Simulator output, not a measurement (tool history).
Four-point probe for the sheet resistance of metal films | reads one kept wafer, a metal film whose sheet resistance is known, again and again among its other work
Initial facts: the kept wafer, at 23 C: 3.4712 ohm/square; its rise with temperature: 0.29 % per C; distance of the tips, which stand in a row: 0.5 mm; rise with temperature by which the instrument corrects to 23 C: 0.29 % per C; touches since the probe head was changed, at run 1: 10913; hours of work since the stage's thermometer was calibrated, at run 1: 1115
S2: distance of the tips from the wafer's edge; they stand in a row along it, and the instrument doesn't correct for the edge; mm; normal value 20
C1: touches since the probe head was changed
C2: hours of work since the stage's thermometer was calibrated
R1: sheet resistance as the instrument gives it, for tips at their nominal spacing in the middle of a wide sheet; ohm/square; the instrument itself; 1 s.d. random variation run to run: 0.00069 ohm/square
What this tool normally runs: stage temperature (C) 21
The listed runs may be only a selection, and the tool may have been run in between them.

Run 1, day 0: usual settings; C1 10913; C2 1115. Result: R1 3.472504 ohm/square.
Run 2, day 0.758: usual settings; C1 11594; C2 1126. Result: R1 3.472728 ohm/square.
Run 3, day 1.404: usual settings; C1 12174; C2 1136. Result: R1 3.471508 ohm/square.
Run 4, day 2.175: usual settings; C1 12867; C2 1148. Result: R1 3.471941 ohm/square.
Run 5, day 2.925: usual settings; C1 13540; C2 1159. Result: R1 3.472348 ohm/square.
Run 6, day 4.483: usual settings; C1 14943; C2 1182. Result: R1 3.470261 ohm/square.
Run 7, day 5.667: usual settings; C1 16007; C2 1200. Result: R1 3.471577 ohm/square.
Run 8, day 6.304: usual settings but S2 18 mm; C1 16579; C2 1210. Result: R1 3.47309 ohm/square.
Run 9, day 7.6: usual settings but stage temperature (C) 19, S2 18 mm; C1 17745; C2 1229. Result: R1 3.472372 ohm/square.
Run 10, day 8.412: usual settings but stage temperature (C) 19, S2 18 mm; C1 18474; C2 1242. Result: R1 3.472148 ohm/square.
Run 11, day 9.6: usual settings but stage temperature (C) 19, S2 4 mm; C1 19542; C2 1259. Result: R1 3.499486 ohm/square.
Run 12, day 10.375: usual settings but stage temperature (C) 19, S2 4 mm; C1 20238; C2 1271. Result: R1 3.498962 ohm/square.
Run 13, day 11.875: usual settings but stage temperature (C) 18, S2 11 mm; C1 21584; C2 1294. Result: R1 3.47237 ohm/square.
Run 14, day 12.867: usual settings but stage temperature (C) 19, S2 14 mm; C1 22477; C2 1309. Result: R1 3.472646 ohm/square.
Run 15, day 14.371: usual settings but stage temperature (C) 19, S2 36 mm; C1 23829; C2 1331. Result: R1 3.469418 ohm/square.
Run 16, day 15.454: usual settings but stage temperature (C) 19, S2 36 mm; C1 24801; C2 1348. Result: R1 3.47014 ohm/square.
Run 17, day 16.712: usual settings but stage temperature (C) 26, S2 70 mm; C1 25931; C2 1366. Result: R1 3.470766 ohm/square.

Each row is a separate what-if for the run after 17, all from the same tool condition, not one after another. Results?
Run A, day 17.562: usual settings but stage temperature (C) 34, S2 4 mm; C1 26698; C2 1379. Result: R1 ?.
Run B, day 17.562: usual settings but stage temperature (C) 33, S2 11 mm; C1 26698; C2 1379. Result: R1 ?.
Run C, day 17.562: usual settings but stage temperature (C) 24, S2 8 mm; C1 26698; C2 1379. Result: R1 ?.

run        R1
  A  3.502201
  B   3.47732
  C   3.47759
With no hidden state in the tool, these same runs would have given:
run        R1
  A  3.502287
  B  3.477406
  C  3.477675
